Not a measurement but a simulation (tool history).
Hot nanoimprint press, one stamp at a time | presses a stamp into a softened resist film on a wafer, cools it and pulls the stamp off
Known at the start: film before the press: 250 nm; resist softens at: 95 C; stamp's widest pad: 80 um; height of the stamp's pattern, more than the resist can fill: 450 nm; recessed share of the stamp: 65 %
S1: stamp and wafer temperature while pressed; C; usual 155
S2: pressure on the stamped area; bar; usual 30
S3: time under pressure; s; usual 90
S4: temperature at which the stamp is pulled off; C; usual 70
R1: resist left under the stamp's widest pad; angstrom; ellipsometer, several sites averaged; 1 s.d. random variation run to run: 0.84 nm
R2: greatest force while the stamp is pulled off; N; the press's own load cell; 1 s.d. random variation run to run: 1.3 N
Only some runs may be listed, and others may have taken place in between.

run   hour   S1    S2   S3  S4    R1   R2
  1      0  155    30   90  70  1295  185
  2   15.6  155    30   90  58  1303  238
  3   27.3  155    30   65  70  1438  189
  4   41.4  155    30   90  76  1305  160
  5   55.2  155    30   90  76  1300  162
  6   64.9  155    30   90  76  1294  162
  7   77.8  155    30   90  76  1315  164
  8   86.6  155    30   90  76  1304  163
  9  104.1  152    30   90  70  1443  188
 10  113.6  155    30   90  70  1322  192
 11  125.5  155    30   90  66  1321  207
 12  149.4  155    30   90  66  1312  202
 13  163.6  155    30   90  70  1321  184
 14  171.2  155    30   90  76  1315  156
 15  185.5  155    30   90  70  1321  181
 16  194.4  155    30   71  70  1444  184
 17  204.4  145  22.3  108  63  1867  216
 18  214.1  155  19.7   90  70  1565  184
 19  229.7  155  19.7   90  70  1570  185
 20  246.7  152  44.3   95  56  1227  247
 21  259.2  154  25.7   90  70  1535  189
 22  275.5  154  25.7   90  70  1514  192
 23  289.8  154  26.2   90  70  1483  193
 24    305  154    18   62  57  1875  251
 25  321.8  154    18   62  60  1778  225
 26  339.8  154    18   62  60  1773  228
 27  350.5  155    30  162  78  1036  149
 28  365.6  155    30   90  70  1282  185
 29  384.1  155    30  155  67  1069  201
 30  396.8  155    30  155  67  1071  199
 31  420.8  155    30  155  67  1064  190

Between the runs listed above, the log contained 4 entries, not reproduced here. Where in the sequence does each belong, and how does what the log doesn't record of the tool's condition differ from the listed run before to the listed run after?
Run 11 -> run 12: stamp cleaned and given a new release coat (hour 138)
  true temperature over the reading, C: -1.2 -> -1.25; pressure that arrives at the usual setting, %: 98.7 -> 98.61; grip of the stamp's worn release coat, % over a new coat's: 5.5 -> 0.2
  measured value less the no-hidden-state value, R1: +58 -> +60 angstrom; R2: +16 -> +6 N
Run 20 -> run 21: plate thermocouple calibrated (hour 251.2)
  true temperature over the reading, C: -1.52 -> -2.58; pressure that arrives at the usual setting, %: 98.12 -> 98.07; grip of the stamp's worn release coat, % over a new coat's: 2.3 -> 2.5
  measured value less the no-hidden-state value, R1: +80 -> +125 angstrom; R2: +12 -> +15 N
Run 24 -> run 25: plate thermocouple calibrated, once more (hour 318.5)
  true temperature over the reading, C: -2.71 -> -0.05; pressure that arrives at the usual setting, %: 97.83 -> 97.75; grip of the stamp's worn release coat, % over a new coat's: 3.4 -> 3.7
  measured value less the no-hidden-state value, R1: +115 -> +9 angstrom; R2: +20 -> +9 N
Run 30 -> run 31: stamp cleaned and given a new release coat (hour 417.2)
  true temperature over the reading, C: -0.26 -> -0.31; pressure that arrives at the usual setting, %: 97.36 -> 97.27; grip of the stamp's worn release coat, % over a new coat's: 5.3 -> 0.1
  measured value less the no-hidden-state value, R1: +24 -> +26 angstrom; R2: +11 -> +2 N
